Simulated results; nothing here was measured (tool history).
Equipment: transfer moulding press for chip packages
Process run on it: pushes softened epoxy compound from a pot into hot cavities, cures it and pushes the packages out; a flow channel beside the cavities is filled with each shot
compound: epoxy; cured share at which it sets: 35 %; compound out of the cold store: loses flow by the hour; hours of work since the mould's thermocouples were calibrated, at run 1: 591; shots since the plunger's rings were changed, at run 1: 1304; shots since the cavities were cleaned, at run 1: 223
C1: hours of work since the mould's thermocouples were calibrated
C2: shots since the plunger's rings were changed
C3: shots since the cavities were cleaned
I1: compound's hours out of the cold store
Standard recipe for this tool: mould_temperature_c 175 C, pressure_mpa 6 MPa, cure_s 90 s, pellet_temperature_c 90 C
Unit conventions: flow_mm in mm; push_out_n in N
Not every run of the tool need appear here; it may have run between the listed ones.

run 1 hour=0 | mould_temperature_c=175 pressure_mpa=6 cure_s=90 pellet_temperature_c=90 | C1=591 C2=1304 C3=223 | I1=22.4 | flow_mm=928 push_out_n=218
run 2 hour=13.4 | mould_temperature_c=177 pressure_mpa=6 cure_s=90 pellet_temperature_c=90 | C1=601 C2=1517 C3=436 | I1=41.3 | flow_mm=828 push_out_n=258
-- hour=26.8 cavities cleaned with cleaning compound and waxed
run 3 hour=27.9 | mould_temperature_c=177 pressure_mpa=6 cure_s=90 pellet_temperature_c=90 | C1=611 C2=1725 C3=18 | I1=46.1 | flow_mm=801 push_out_n=167
-- hour=41.5 mould's thermocouples calibrated
run 4 hour=48.4 | mould_temperature_c=177 pressure_mpa=6 cure_s=90 pellet_temperature_c=90 | C1=5 C2=2018 C3=311 | I1=15 | flow_mm=957 push_out_n=240
run 5 hour=66.1 | mould_temperature_c=177 pressure_mpa=6 cure_s=90 pellet_temperature_c=90 | C1=19 C2=2301 C3=594 | I1=43.7 | flow_mm=809 push_out_n=293
-- hour=69.8 cavities cleaned with cleaning compound and waxed
run 6 hour=79.6 | mould_temperature_c=175 pressure_mpa=5.39 cure_s=90 pellet_temperature_c=90 | C1=28 C2=2492 C3=156 | I1=10.6 | flow_mm=925 push_out_n=216
run 7 hour=103.3 | mould_temperature_c=175 pressure_mpa=5.39 cure_s=90 pellet_temperature_c=90 | C1=46 C2=2869 C3=533 | I1=28.5 | flow_mm=836 push_out_n=317
-- hour=112.1 cavities cleaned with cleaning compound and waxed
run 8 hour=119.7 | mould_temperature_c=175 pressure_mpa=6 cure_s=106 pellet_temperature_c=90 | C1=58 C2=3106 C3=120 | I1=44.5 | flow_mm=802 push_out_n=196
-- hour=138.6 plunger's sealing rings changed
run 9 hour=145.7 | mould_temperature_c=175 pressure_mpa=6 cure_s=95 pellet_temperature_c=90 | C1=76 C2=114 C3=495 | I1=8.4 | flow_mm=1014 push_out_n=282
-- hour=156 cavities cleaned with cleaning compound and waxed
run 10 hour=162.2 | mould_temperature_c=175 pressure_mpa=6 cure_s=95 pellet_temperature_c=90 | C1=87 C2=352 C3=98 | I1=29 | flow_mm=897 push_out_n=207
run 11 hour=182.1 | mould_temperature_c=175 pressure_mpa=6 cure_s=90 pellet_temperature_c=86 | C1=102 C2=670 C3=416 | I1=43.5 | flow_mm=830 push_out_n=276
run 12 hour=193.5 | mould_temperature_c=175 pressure_mpa=4.77 cure_s=75 pellet_temperature_c=81 | C1=111 C2=851 C3=597 | I1=11.1 | flow_mm=889 push_out_n=409
-- hour=196.8 cavities cleaned with cleaning compound and waxed
run 13 hour=210.4 | mould_temperature_c=174 pressure_mpa=4.77 cure_s=112 pellet_temperature_c=93 | C1=123 C2=1097 C3=217 | I1=40.7 | flow_mm=751 push_out_n=209
run 14 hour=228.2 | mould_temperature_c=179 pressure_mpa=4.6 cure_s=122 pellet_temperature_c=90 | C1=136 C2=1380 C3=500 | I1=28.5 | flow_mm=770 push_out_n=268
-- hour=238.6 cavities cleaned with cleaning compound and waxed
run 15 hour=253.1 | mould_temperature_c=175 pressure_mpa=6 cure_s=118 pellet_temperature_c=87 | C1=154 C2=1752 C3=230 | I1=44.8 | flow_mm=814 push_out_n=209
run 16 hour=270.9 | mould_temperature_c=171 pressure_mpa=4.71 cure_s=90 pellet_temperature_c=90 | C1=168 C2=2035 C3=513 | I1=31.6 | flow_mm=785 push_out_n=334
-- hour=281 cavities cleaned with cleaning compound and waxed
run 17 hour=288.9 | mould_temperature_c=171 pressure_mpa=4.71 cure_s=90 pellet_temperature_c=90 | C1=181 C2=2298 C3=125 | I1=43.6 | flow_mm=735 push_out_n=238
run 18 hour=311.8 | mould_temperature_c=171 pressure_mpa=5.51 cure_s=87 pellet_temperature_c=92 | C1=198 C2=2664 C3=491 | I1=27.4 | flow_mm=866 push_out_n=351
-- hour=322.6 cavities cleaned with cleaning compound and waxed
run 19 hour=336.1 | mould_temperature_c=182 pressure_mpa=7.25 cure_s=74 pellet_temperature_c=81 | C1=215 C2=3026 C3=215 | I1=12.1 | flow_mm=1037 push_out_n=245
run 20 hour=345.7 | mould_temperature_c=182 pressure_mpa=7.25 cure_s=74 pellet_temperature_c=81 | C1=223 C2=3179 C3=368 | I1=21.1 | flow_mm=977 push_out_n=268
-- hour=361.1 plunger's sealing rings changed
-- hour=366.2 cavities cleaned with cleaning compound and waxed
run 21 hour=369.3 | mould_temperature_c=175 pressure_mpa=6 cure_s=90 pellet_temperature_c=83 | C1=238 C2=106 C3=48 | I1=44.2 | flow_mm=829 push_out_n=199
run 22 hour=390.5 | mould_temperature_c=175 pressure_mpa=5.01 cure_s=90 pellet_temperature_c=96 | C1=254 C2=444 C3=386 | I1=10.8 | flow_mm=912 push_out_n=269

Across each entry between runs, compare the hidden state at the last listed run before it with the hidden state at the first listed run after it:
Run 2 -> run 3: cavities cleaned with cleaning compound and waxed (hour 26.8)
  true mould temperature over the reading, C: 0.68 -> 0.69; pressure that reaches the compound, % of what is set: 96.88 -> 96.49; grip of the stained cavities, % over clean ones': 60.4 -> 5.5
  measured less the result without the state, flow_mm: -16 -> -17 mm; push_out_n: +97 -> +7 N
Run 3 -> run 4: mould's thermocouples calibrated (hour 41.5)
  true mould temperature over the reading, C: 0.69 -> 0.26; pressure that reaches the compound, % of what is set: 96.49 -> 95.91; grip of the stained cavities, % over clean ones': 5.5 -> 53.6
  measured less the result without the state, flow_mm: -17 -> -21 mm; push_out_n: +7 -> +86 N
Run 5 -> run 6: cavities cleaned with cleaning compound and waxed (hour 69.8)
  true mould temperature over the reading, C: 0.28 -> 0.29; pressure that reaches the compound, % of what is set: 95.33 -> 94.97; grip of the stained cavities, % over clean ones': 81.5 -> 27.5
  measured less the result without the state, flow_mm: -20 -> -26 mm; push_out_n: +132 -> +46 N
Run 7 -> run 8: cavities cleaned with cleaning compound and waxed (hour 112.1)
  true mould temperature over the reading, C: 0.32 -> 0.34; pressure that reaches the compound, % of what is set: 94.32 -> 93.84; grip of the stained cavities, % over clean ones': 73.2 -> 23.2
  measured less the result without the state, flow_mm: -26 -> -27 mm; push_out_n: +126 -> +36 N
Run 8 -> run 9: plunger's sealing rings changed (hour 138.6)
  true mould temperature over the reading, C: 0.34 -> 0.37; pressure that reaches the compound, % of what is set: 93.84 -> 99.34; grip of the stained cavities, % over clean ones': 23.2 -> 72.7
  measured less the result without the state, flow_mm: -27 -> -5 mm; push_out_n: +36 -> +117 N
Run 9 -> run 10: cavities cleaned with cleaning compound and waxed (hour 156)
  true mould temperature over the reading, C: 0.37 -> 0.38; pressure that reaches the compound, % of what is set: 99.34 -> 98.87; grip of the stained cavities, % over clean ones': 72.7 -> 20
  measured less the result without the state, flow_mm: -5 -> -7 mm; push_out_n: +117 -> +33 N
Run 12 -> run 13: cavities cleaned with cleaning compound and waxed (hour 196.8)
  true mould temperature over the reading, C: 0.42 -> 0.44; pressure that reaches the compound, % of what is set: 97.98 -> 97.5; grip of the stained cavities, % over clean ones': 80.1 -> 39.8
  measured less the result without the state, flow_mm: -11 -> -11 mm; push_out_n: +176 -> +60 N
Run 14 -> run 15: cavities cleaned with cleaning compound and waxed (hour 238.6)
  true mould temperature over the reading, C: 0.46 -> 0.49; pressure that reaches the compound, % of what is set: 96.94 -> 96.2; grip of the stained cavities, % over clean ones': 72.1 -> 40.4
  measured less the result without the state, flow_mm: -13 -> -17 mm; push_out_n: +114 -> +61 N
Run 16 -> run 17: cavities cleaned with cleaning compound and waxed (hour 281)
  true mould temperature over the reading, C: 0.51 -> 0.53; pressure that reaches the compound, % of what is set: 95.66 -> 95.17; grip of the stained cavities, % over clean ones': 72.6 -> 24.8
  measured less the result without the state, flow_mm: -20 -> -21 mm; push_out_n: +134 -> +42 N
Run 18 -> run 19: cavities cleaned with cleaning compound and waxed (hour 322.6)
  true mould temperature over the reading, C: 0.56 -> 0.58; pressure that reaches the compound, % of what is set: 94.47 -> 93.8; grip of the stained cavities, % over clean ones': 71.1 -> 42
  measured less the result without the state, flow_mm: -27 -> -36 mm; push_out_n: +138 -> +69 N
Run 20 -> run 21: plunger's sealing rings changed (hour 361.1); cavities cleaned with cleaning compound and waxed (hour 366.2)
  true mould temperature over the reading, C: 0.6 -> 0.62; pressure that reaches the compound, % of what is set: 93.5 -> 99.4; grip of the stained cavities, % over clean ones': 60.8 -> 10.8
  measured less the result without the state, flow_mm: -35 -> -5 mm; push_out_n: +96 -> +16 N
